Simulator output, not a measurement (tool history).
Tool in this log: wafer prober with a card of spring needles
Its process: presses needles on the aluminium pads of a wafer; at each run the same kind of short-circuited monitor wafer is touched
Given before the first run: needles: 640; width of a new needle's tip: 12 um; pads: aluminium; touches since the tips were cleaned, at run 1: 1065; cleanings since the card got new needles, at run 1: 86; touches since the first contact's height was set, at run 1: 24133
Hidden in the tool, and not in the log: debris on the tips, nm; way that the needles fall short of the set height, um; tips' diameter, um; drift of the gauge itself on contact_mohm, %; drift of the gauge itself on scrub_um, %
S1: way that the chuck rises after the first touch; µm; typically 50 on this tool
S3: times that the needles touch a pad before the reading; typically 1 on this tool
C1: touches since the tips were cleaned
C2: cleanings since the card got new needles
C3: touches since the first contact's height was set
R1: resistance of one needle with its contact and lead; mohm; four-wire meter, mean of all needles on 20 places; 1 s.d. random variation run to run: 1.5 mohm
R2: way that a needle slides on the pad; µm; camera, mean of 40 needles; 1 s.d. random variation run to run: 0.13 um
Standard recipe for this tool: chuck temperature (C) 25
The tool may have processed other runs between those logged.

{"run": 1, "hour": 0.0, "S1": 50, "chuck temperature (C)": 25, "S3": 1, "C1": 1065, "C2": 86, "C3": 24133, "R1": 135, "R2": 10.82}
{"hour": 1.6, "done": "tips cleaned on abrasive film"}
{"hour": 4.8, "done": "tips cleaned on abrasive film"}
{"hour": 8.7, "done": "tips cleaned on abrasive film"}
{"hour": 11.9, "done": "tips cleaned on abrasive film"}
{"hour": 15.8, "done": "tips cleaned on abrasive film"}
{"hour": 19.0, "done": "tips cleaned on abrasive film"}
{"run": 2, "hour": 20.6, "S1": 50, "chuck temperature (C)": 25, "S3": 1, "C1": 821, "C2": 92, "C3": 34180, "R1": 135, "R2": 10.76}
{"hour": 22.3, "done": "tips cleaned on abrasive film"}
{"hour": 26.2, "done": "tips cleaned on abrasive film"}
{"hour": 29.4, "done": "tips cleaned on abrasive film"}
{"hour": 32.5, "done": "tips cleaned on abrasive film"}
{"hour": 36.5, "done": "tips cleaned on abrasive film"}
{"run": 3, "hour": 37.8, "S1": 50, "chuck temperature (C)": 25, "S3": 1, "C1": 695, "C2": 97, "C3": 42564, "R1": 136, "R2": 10.81}
{"hour": 40.2, "done": "tips cleaned on abrasive film"}
{"hour": 44.2, "done": "tips cleaned on abrasive film"}
{"hour": 47.3, "done": "tips cleaned on abrasive film"}
{"run": 4, "hour": 47.9, "S1": 50, "chuck temperature (C)": 25, "S3": 1, "C1": 274, "C2": 100, "C3": 47452, "R1": 136, "R2": 10.75}
{"hour": 51.0, "done": "tips cleaned on abrasive film"}
{"hour": 54.2, "done": "tips cleaned on abrasive film"}
{"hour": 57.4, "done": "tips cleaned on abrasive film"}
{"hour": 61.3, "done": "tips cleaned on abrasive film"}
{"hour": 65.2, "done": "tips cleaned on abrasive film"}
{"run": 5, "hour": 66.8, "S1": 50, "chuck temperature (C)": 25, "S3": 1, "C1": 784, "C2": 105, "C3": 56695, "R1": 135, "R2": 10.62}
{"hour": 69.2, "done": "tips cleaned on abrasive film"}
{"hour": 72.3, "done": "tips cleaned on abrasive film"}
{"hour": 76.3, "done": "tips cleaned on abrasive film"}
{"run": 6, "hour": 76.6, "S1": 50, "chuck temperature (C)": 30, "S3": 1, "C1": 179, "C2": 108, "C3": 61467, "R1": 137, "R2": 10.94}
{"hour": 79.8, "done": "tips cleaned on abrasive film"}
{"hour": 83.7, "done": "tips cleaned on abrasive film"}
{"hour": 86.9, "done": "tips cleaned on abrasive film"}
{"run": 7, "hour": 87.7, "S1": 50, "chuck temperature (C)": 30, "S3": 2, "C1": 408, "C2": 111, "C3": 66872, "R1": 135, "R2": 10.48}
{"hour": 90.1, "done": "tips cleaned on abrasive film"}
{"hour": 93.3, "done": "tips cleaned on abrasive film"}
{"hour": 96.4, "done": "tips cleaned on abrasive film"}
{"hour": 100.4, "done": "tips cleaned on abrasive film"}
{"hour": 104.3, "done": "tips cleaned on abrasive film"}
{"hour": 107.5, "done": "tips cleaned on abrasive film"}
{"run": 8, "hour": 108.5, "S1": 50, "chuck temperature (C)": 30, "S3": 2, "C1": 512, "C2": 117, "C3": 76997, "R1": 136, "R2": 10.68}
{"hour": 110.9, "done": "tips cleaned on abrasive film"}
{"hour": 114.0, "done": "tips cleaned on abrasive film"}
{"hour": 117.2, "done": "tips cleaned on abrasive film"}
{"hour": 121.1, "done": "tips cleaned on abrasive film"}
{"hour": 124.3, "done": "tips cleaned on abrasive film"}
{"hour": 127.5, "done": "tips cleaned on abrasive film"}
{"run": 9, "hour": 128.4, "S1": 50, "chuck temperature (C)": 30, "S3": 2, "C1": 469, "C2": 123, "C3": 86692, "R1": 136, "R2": 10.57}
{"hour": 130.8, "done": "tips cleaned on abrasive film"}
{"hour": 134.0, "done": "tips cleaned on abrasive film"}
{"hour": 137.1, "done": "tips cleaned on abrasive film"}
{"run": 10, "hour": 139.2, "S1": 50, "chuck temperature (C)": 30, "S3": 2, "C1": 1021, "C2": 126, "C3": 91941, "R1": 136, "R2": 10.6}
{"hour": 140.8, "done": "tips cleaned on abrasive film"}
{"hour": 144.0, "done": "tips cleaned on abrasive film"}
{"hour": 147.9, "done": "tips cleaned on abrasive film"}
{"run": 11, "hour": 150.1, "S1": 50, "chuck temperature (C)": 25, "S3": 1, "C1": 1115, "C2": 129, "C3": 97286, "R1": 133, "R2": 10.67}
{"hour": 151.7, "done": "tips cleaned on abrasive film"}
{"hour": 154.9, "done": "tips cleaned on abrasive film"}
{"hour": 158.8, "done": "tips cleaned on abrasive film"}
{"hour": 162.8, "done": "tips cleaned on abrasive film"}
{"run": 12, "hour": 165.4, "S1": 50, "chuck temperature (C)": 25, "S3": 1, "C1": 1324, "C2": 133, "C3": 104761, "R1": 135, "R2": 10.84}
{"hour": 166.3, "done": "tips cleaned on abrasive film"}
{"hour": 169.4, "done": "tips cleaned on abrasive film"}
{"hour": 172.6, "done": "tips cleaned on abrasive film"}
{"hour": 176.5, "done": "tips cleaned on abrasive film"}
{"hour": 180.4, "done": "tips cleaned on abrasive film"}
{"run": 13, "hour": 180.4, "S1": 50, "chuck temperature (C)": 25, "S3": 1, "C1": 0, "C2": 138, "C3": 112034, "R1": 136, "R2": 10.87}
{"hour": 184.3, "done": "tips cleaned on abrasive film"}
{"hour": 188.3, "done": "tips cleaned on abrasive film"}
{"hour": 192.2, "done": "tips cleaned on abrasive film"}
{"hour": 195.4, "done": "tips cleaned on abrasive film"}
{"run": 14, "hour": 197.9, "S1": 50, "chuck temperature (C)": 25, "S3": 1, "C1": 1271, "C2": 142, "C3": 120609, "R1": 133, "R2": 10.63}
{"hour": 198.8, "done": "tips cleaned on abrasive film"}
{"hour": 202.7, "done": "tips cleaned on abrasive film"}
{"hour": 203.8, "done": "height of the first contact set anew"}
{"hour": 206.2, "done": "tips cleaned on abrasive film"}
{"hour": 209.3, "done": "tips cleaned on abrasive film"}
{"hour": 212.5, "done": "tips cleaned on abrasive film"}
{"run": 15, "hour": 213.2, "S1": 39, "chuck temperature (C)": 39, "S3": 1, "C1": 333, "C2": 147, "C3": 4562, "R1": 140, "R2": 8.4}
{"hour": 216.3, "done": "tips cleaned on abrasive film"}
{"hour": 219.5, "done": "tips cleaned on abrasive film"}
{"hour": 223.4, "done": "tips cleaned on abrasive film"}
{"hour": 226.6, "done": "tips cleaned on abrasive film"}
{"run": 16, "hour": 226.6, "S1": 32, "chuck temperature (C)": 31, "S3": 2, "C1": 21, "C2": 151, "C3": 11119, "R1": 141, "R2": 6.87}
{"hour": 229.8, "done": "tips cleaned on abrasive film"}
{"hour": 233.0, "done": "tips cleaned on abrasive film"}
{"hour": 236.1, "done": "tips cleaned on abrasive film"}
{"hour": 240.1, "done": "tips cleaned on abrasive film"}
{"hour": 243.2, "done": "tips cleaned on abrasive film"}
{"run": 17, "hour": 245.7, "S1": 37, "chuck temperature (C)": 41, "S3": 2, "C1": 1220, "C2": 156, "C3": 20413, "R1": 140, "R2": 7.91}
{"hour": 246.5, "done": "tips cleaned on abrasive film"}
{"hour": 249.7, "done": "tips cleaned on abrasive film"}
{"hour": 253.6, "done": "tips cleaned on abrasive film"}
{"hour": 256.8, "done": "tips cleaned on abrasive film"}
{"hour": 260.0, "done": "tips cleaned on abrasive film"}
{"hour": 263.3, "done": "tips cleaned on abrasive film"}
{"run": 18, "hour": 263.3, "S1": 37, "chuck temperature (C)": 41, "S3": 2, "C1": 0, "C2": 162, "C3": 28960, "R1": 140, "R2": 8.09}
{"hour": 266.5, "done": "tips cleaned on abrasive film"}
{"hour": 269.6, "done": "tips cleaned on abrasive film"}
{"hour": 272.8, "done": "tips cleaned on abrasive film"}
{"hour": 276.0, "done": "tips cleaned on abrasive film"}
{"run": 19, "hour": 276.8, "S1": 37, "chuck temperature (C)": 41, "S3": 2, "C1": 426, "C2": 166, "C3": 35538, "R1": 141, "R2": 7.86}
{"hour": 279.2, "done": "tips cleaned on abrasive film"}
{"hour": 283.1, "done": "tips cleaned on abrasive film"}
{"run": 20, "hour": 286.2, "S1": 32, "chuck temperature (C)": 25, "S3": 2, "C1": 1528, "C2": 168, "C3": 40139, "R1": 141, "R2": 7.03}
{"hour": 287.0, "done": "tips cleaned on abrasive film"}
{"hour": 290.2, "done": "tips cleaned on abrasive film"}
{"hour": 293.4, "done": "tips cleaned on abrasive film"}
{"hour": 296.5, "done": "tips cleaned on abrasive film"}
{"hour": 299.7, "done": "tips cleaned on abrasive film"}
{"run": 21, "hour": 300.7, "S1": 32, "chuck temperature (C)": 25, "S3": 2, "C1": 506, "C2": 173, "C3": 47181, "R1": 140, "R2": 7.01}
{"hour": 303.1, "done": "tips cleaned on abrasive film"}
{"hour": 306.3, "done": "tips cleaned on abrasive film"}
{"hour": 310.2, "done": "tips cleaned on abrasive film"}
{"hour": 313.4, "done": "tips cleaned on abrasive film"}
{"hour": 316.5, "done": "tips cleaned on abrasive film"}
{"run": 22, "hour": 316.7, "S1": 33, "chuck temperature (C)": 87, "S3": 2, "C1": 84, "C2": 178, "C3": 54954, "R1": 149, "R2": 6.85}
{"hour": 319.9, "done": "tips cleaned on abrasive film"}
{"hour": 323.0, "done": "tips cleaned on abrasive film"}
{"hour": 327.0, "done": "tips cleaned on abrasive film"}
{"run": 23, "hour": 327.6, "S1": 41, "chuck temperature (C)": 106, "S3": 3, "C1": 320, "C2": 181, "C3": 60275, "R1": 150, "R2": 8.78}
{"hour": 330.8, "done": "tips cleaned on abrasive film"}
{"hour": 333.9, "done": "tips cleaned on abrasive film"}
{"hour": 337.1, "done": "tips cleaned on abrasive film"}
{"hour": 341.0, "done": "tips cleaned on abrasive film"}
{"run": 24, "hour": 341.4, "S1": 41, "chuck temperature (C)": 106, "S3": 3, "C1": 182, "C2": 185, "C3": 66993, "R1": 150, "R2": 8.68}
{"hour": 344.6, "done": "tips cleaned on abrasive film"}
{"hour": 347.7, "done": "tips cleaned on abrasive film"}
{"hour": 351.7, "done": "tips cleaned on abrasive film"}
{"hour": 354.8, "done": "tips cleaned on abrasive film"}
{"hour": 358.0, "done": "tips cleaned on abrasive film"}
{"run": 25, "hour": 360.1, "S1": 50, "chuck temperature (C)": 42, "S3": 2, "C1": 1034, "C2": 190, "C3": 76102, "R1": 135, "R2": 10.81}
{"hour": 361.7, "done": "tips cleaned on abrasive film"}
{"hour": 364.9, "done": "tips cleaned on abrasive film"}
{"hour": 368.0, "done": "tips cleaned on abrasive film"}
{"hour": 371.2, "done": "tips cleaned on abrasive film"}
{"hour": 374.4, "done": "tips cleaned on abrasive film"}
{"run": 26, "hour": 375.4, "S1": 50, "chuck temperature (C)": 42, "S3": 2, "C1": 533, "C2": 195, "C3": 83556, "R1": 140, "R2": 10.57}

3 ways to go on from here, each from the tool as it stands after run 26. What would each give?
{"hour": 377.8, "done": "tips cleaned on abrasive film"}
{"hour": 381.0, "done": "tips cleaned on abrasive film"}
{"hour": 384.1, "done": "tips cleaned on abrasive film"}
{"hour": 387.3, "done": "tips cleaned on abrasive film"}
{"hour": 390.5, "done": "tips cleaned on abrasive film"}
{"run": "A", "hour": 391.7, "S1": 34, "chuck temperature (C)": 25, "S3": 1, "C1": 591, "C2": 200, "C3": 91453, "R1": "?", "R2": "?"}
{"hour": 377.8, "done": "tips cleaned on abrasive film"}
{"hour": 381.0, "done": "tips cleaned on abrasive film"}
{"hour": 384.1, "done": "tips cleaned on abrasive film"}
{"hour": 387.3, "done": "tips cleaned on abrasive film"}
{"hour": 390.5, "done": "tips cleaned on abrasive film"}
{"run": "B", "hour": 391.7, "S1": 48, "chuck temperature (C)": 31, "S3": 1, "C1": 591, "C2": 200, "C3": 91453, "R1": "?", "R2": "?"}
{"hour": 377.8, "done": "tips cleaned on abrasive film"}
{"hour": 381.0, "done": "tips cleaned on abrasive film"}
{"hour": 384.1, "done": "tips cleaned on abrasive film"}
{"hour": 387.3, "done": "tips cleaned on abrasive film"}
{"hour": 390.5, "done": "tips cleaned on abrasive film"}
{"run": "C", "hour": 391.7, "S1": 38, "chuck temperature (C)": 53, "S3": 2, "C1": 591, "C2": 200, "C3": 91453, "R1": "?", "R2": "?"}

run=A R1=140 R2=7.28
run=B R1=137 R2=10.57
run=C R1=146 R2=8.33
Take away the tool's hidden state, keep each run's random variation, and the runs would have read:
run=A R1=139 R2=7.31
run=B R1=137 R2=10.61
run=C R1=146 R2=8.37
